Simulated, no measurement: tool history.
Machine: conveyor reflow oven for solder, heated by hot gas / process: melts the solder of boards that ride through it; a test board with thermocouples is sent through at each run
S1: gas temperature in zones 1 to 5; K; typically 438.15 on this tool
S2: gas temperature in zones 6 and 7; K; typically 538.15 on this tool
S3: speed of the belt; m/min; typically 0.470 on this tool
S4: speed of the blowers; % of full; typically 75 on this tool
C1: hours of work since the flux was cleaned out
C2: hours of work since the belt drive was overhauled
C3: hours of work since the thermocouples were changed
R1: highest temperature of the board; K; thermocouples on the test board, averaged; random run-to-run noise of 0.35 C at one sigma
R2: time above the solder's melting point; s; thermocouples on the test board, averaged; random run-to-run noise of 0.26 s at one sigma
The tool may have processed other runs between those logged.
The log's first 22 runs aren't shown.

run   hour      S1      S2     S3  S4  C1   C2   C3      R1    R2
 23  187.6  438.15  528.15  0.497  80  35  218  422  515.25  53.6
 24  193.9  438.15  552.15  0.433  75  38  221  425  540.65  82.7
 25  200.4  432.15  552.15  0.457  81  41  224  428  539.55  75.0
 26  205.4  432.15  531.15  0.457  81  43  226  431  519.35  61.5
 27  210.6  430.15  531.15  0.382  80  45  228  433  523.45  79.2
 28  220.3  438.15  545.15  0.470  83  50  233  438  532.55  71.1
 29  226.1  438.15  543.15  0.425  81  53  236  440  532.95  79.7
 30  233.1  438.15  538.15  0.465  70  56  239  444  525.45  65.5

The next listed run, before its measurement:
 31  237.3  438.15  538.15  0.465  70  58  241  446   ?   ?

{"run 31": {"R1": 524.55, "R2": 65.8}}
On a tool with no hidden condition, and with the same random variation, this run would have come out at R1 525.85 K, R2 66.5 s.
